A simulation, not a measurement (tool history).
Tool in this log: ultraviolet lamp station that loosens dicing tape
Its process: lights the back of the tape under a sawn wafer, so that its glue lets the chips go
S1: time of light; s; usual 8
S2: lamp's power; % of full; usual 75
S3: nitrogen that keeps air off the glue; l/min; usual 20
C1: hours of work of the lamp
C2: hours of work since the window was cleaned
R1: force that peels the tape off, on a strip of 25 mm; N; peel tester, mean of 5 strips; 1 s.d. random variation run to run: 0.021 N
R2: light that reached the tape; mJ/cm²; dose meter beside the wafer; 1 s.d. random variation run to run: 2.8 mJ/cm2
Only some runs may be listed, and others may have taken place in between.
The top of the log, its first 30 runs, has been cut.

run    hour  S1  S2  S3   C1   C2     R1   R2
 31  1195.2   6  76  17  347  193  2.748  215
 32  1222.6   7  71  26  363  209  2.098  228
 33  1270.2   8  62  26  390  236  2.198  221
 34    1296  10  75   8  405  251   2.55  330
 35  1328.4  10  75   8  424  270  2.489  321
 36  1365.9   6  70  20  445  292  3.304  178
 37  1413.6  11  70  38  473  319   0.92  310
 38  1467.8   9  68  30  504  350  1.711  238
 39  1503.9   8  69  12  525  371  3.389  211
     1526.6  -- window cleaned of glue's vapour
 40  1551.6   8  69  12  552   14  3.322  222
 41  1603.1   5  79  17  582   44  4.022  150
 42  1638.5  14  91  12  602   64  1.057  470
 43  1670.5  14  91  12  621   83  1.119  454

4 ways to go on from here, each from the tool as it stands after run 43. What would each give?
     1679.9  -- lamp changed
  A  1704   8  97   7  14  102   ?   ?
     1679.9  -- lamp changed
  B  1704   8  88  25  14  102   ?   ?
     1679.9  -- lamp changed
  C  1704  14  81  34  14  102   ?   ?
     1679.9  -- lamp changed
  D  1704   4  91  12  14  102   ?   ?

run     R1   R2
  A  1.558  481
  B  0.628  433
  C   0.22  709
  D  3.149  228
Without the tool's unlogged condition, the same runs would have read:
run     R1   R2
  A  1.469  498
  B  0.583  448
  C  0.213  734
  D  3.031  236

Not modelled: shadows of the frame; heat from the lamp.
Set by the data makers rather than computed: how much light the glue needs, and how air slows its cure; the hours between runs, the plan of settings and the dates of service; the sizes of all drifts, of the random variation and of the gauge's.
